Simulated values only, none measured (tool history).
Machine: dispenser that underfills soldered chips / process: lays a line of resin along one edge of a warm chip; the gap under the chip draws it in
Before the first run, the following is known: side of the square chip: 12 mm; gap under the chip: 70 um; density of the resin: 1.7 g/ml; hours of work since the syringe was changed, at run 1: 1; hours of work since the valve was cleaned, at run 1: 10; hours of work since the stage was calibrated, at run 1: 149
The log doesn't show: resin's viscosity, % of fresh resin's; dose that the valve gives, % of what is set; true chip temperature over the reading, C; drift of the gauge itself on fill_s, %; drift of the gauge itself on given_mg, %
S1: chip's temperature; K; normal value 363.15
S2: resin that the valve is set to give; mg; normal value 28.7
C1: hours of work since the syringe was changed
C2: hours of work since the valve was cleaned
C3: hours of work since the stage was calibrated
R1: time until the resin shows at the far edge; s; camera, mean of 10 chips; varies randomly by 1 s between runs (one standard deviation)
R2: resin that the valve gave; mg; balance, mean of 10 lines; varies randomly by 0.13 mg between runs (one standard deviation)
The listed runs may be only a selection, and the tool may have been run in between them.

Run 1, hour 0.0: usual settings; C1 1; C2 10; C3 149. Result: R1 97.5 s, R2 28.62 mg.
Run 2, hour 12.1: usual settings; C1 9; C2 18; C3 157. Result: R1 156.3 s, R2 28.16 mg.
At hour 13.8: new syringe of resin.
Run 3, hour 25.4: usual settings but S2 34.0 mg; C1 8; C2 27; C3 165. Result: R1 147.4 s, R2 33.11 mg.
At hour 29.0: new syringe of resin.
Run 4, hour 40.2: usual settings but S1 362.15 K; C1 7; C2 36; C3 175. Result: R1 155.2 s, R2 27.96 mg.
At hour 43.2: new syringe of resin.
Run 5, hour 54.0: usual settings but S2 36.0 mg; C1 7; C2 45; C3 184. Result: R1 140.5 s, R2 34.70 mg.
At hour 57.4: new syringe of resin.
Run 6, hour 67.2: usual settings but S1 362.15 K, S2 24.6 mg; C1 7; C2 54; C3 193. Result: R1 144.2 s, R2 23.77 mg.
At hour 72.2: new syringe of resin.
Run 7, hour 74.8: usual settings but S1 362.15 K, S2 24.6 mg; C1 2; C2 59; C3 198. Result: R1 111.5 s, R2 23.64 mg.
At hour 86.9: new syringe of resin.
Run 8, hour 88.6: usual settings but S1 351.15 K, S2 35.4 mg; C1 1; C2 68; C3 207. Result: R1 142.2 s, R2 33.68 mg.
At hour 101.6: new syringe of resin.
Run 9, hour 102.4: usual settings but S1 351.15 K, S2 35.4 mg; C1 1; C2 77; C3 216. Result: R1 137.2 s, R2 33.71 mg.
At hour 116.0: dispensing valve cleaned and set on the balance.
At hour 117.5: new syringe of resin.
Run 10, hour 118.1: usual settings but S1 351.15 K, S2 35.4 mg; C1 0; C2 1; C3 225. Result: R1 136.3 s, R2 35.45 mg.

Take each entry between the runs: how does the hidden state at the last listed run before it differ from the hidden state at the first listed run after it?
In the gap between runs 2 and 3: new syringe of resin (hour 13.8)
  resin's viscosity, % of fresh resin's: 165.4 -> 156.8; dose that the valve gives, % of what is set: 98.39 -> 97.86; true chip temperature over the reading, C: 1.31 -> 1.36
  measured less the result without the state, R1: +58.1 -> +49.4 s; R2: -0.46 -> -0.73 mg
In the gap between runs 3 and 4: new syringe of resin (hour 29.0)
  resin's viscosity, % of fresh resin's: 156.8 -> 157.2; dose that the valve gives, % of what is set: 97.86 -> 97.24; true chip temperature over the reading, C: 1.36 -> 1.42
  measured less the result without the state, R1: +49.4 -> +52.6 s; R2: -0.73 -> -0.80 mg
In the gap between runs 4 and 5: new syringe of resin (hour 43.2)
  resin's viscosity, % of fresh resin's: 157.2 -> 151.2; dose that the valve gives, % of what is set: 97.24 -> 96.7; true chip temperature over the reading, C: 1.42 -> 1.48
  measured less the result without the state, R1: +52.6 -> +43.3 s; R2: -0.80 -> -1.19 mg
In the gap between runs 5 and 6: new syringe of resin (hour 57.4)
  resin's viscosity, % of fresh resin's: 151.2 -> 145.1; dose that the valve gives, % of what is set: 96.7 -> 96.18; true chip temperature over the reading, C: 1.48 -> 1.54
  measured less the result without the state, R1: +43.3 -> +40.7 s; R2: -1.19 -> -0.94 mg
In the gap between runs 6 and 7: new syringe of resin (hour 72.2)
  resin's viscosity, % of fresh resin's: 145.1 -> 110.9; dose that the valve gives, % of what is set: 96.18 -> 95.92; true chip temperature over the reading, C: 1.54 -> 1.57
  measured less the result without the state, R1: +40.7 -> +6.9 s; R2: -0.94 -> -1.00 mg
In the gap between runs 7 and 8: new syringe of resin (hour 86.9)
  resin's viscosity, % of fresh resin's: 110.9 -> 105.6; dose that the valve gives, % of what is set: 95.92 -> 95.38; true chip temperature over the reading, C: 1.57 -> 1.63
  measured less the result without the state, R1: +6.9 -> +0.3 s; R2: -1.00 -> -1.63 mg
In the gap between runs 8 and 9: new syringe of resin (hour 101.6)
  resin's viscosity, % of fresh resin's: 105.6 -> 101.8; dose that the valve gives, % of what is set: 95.38 -> 94.82; true chip temperature over the reading, C: 1.63 -> 1.69
  measured less the result without the state, R1: +0.3 -> -5.1 s; R2: -1.63 -> -1.84 mg
In the gap between runs 9 and 10: dispensing valve cleaned and set on the balance (hour 116.0); new syringe of resin (hour 117.5)
  resin's viscosity, % of fresh resin's: 101.8 -> 100.4; dose that the valve gives, % of what is set: 94.82 -> 99.96; true chip temperature over the reading, C: 1.69 -> 1.76
  measured less the result without the state, R1: -5.1 -> -7.5 s; R2: -1.84 -> -0.02 mg

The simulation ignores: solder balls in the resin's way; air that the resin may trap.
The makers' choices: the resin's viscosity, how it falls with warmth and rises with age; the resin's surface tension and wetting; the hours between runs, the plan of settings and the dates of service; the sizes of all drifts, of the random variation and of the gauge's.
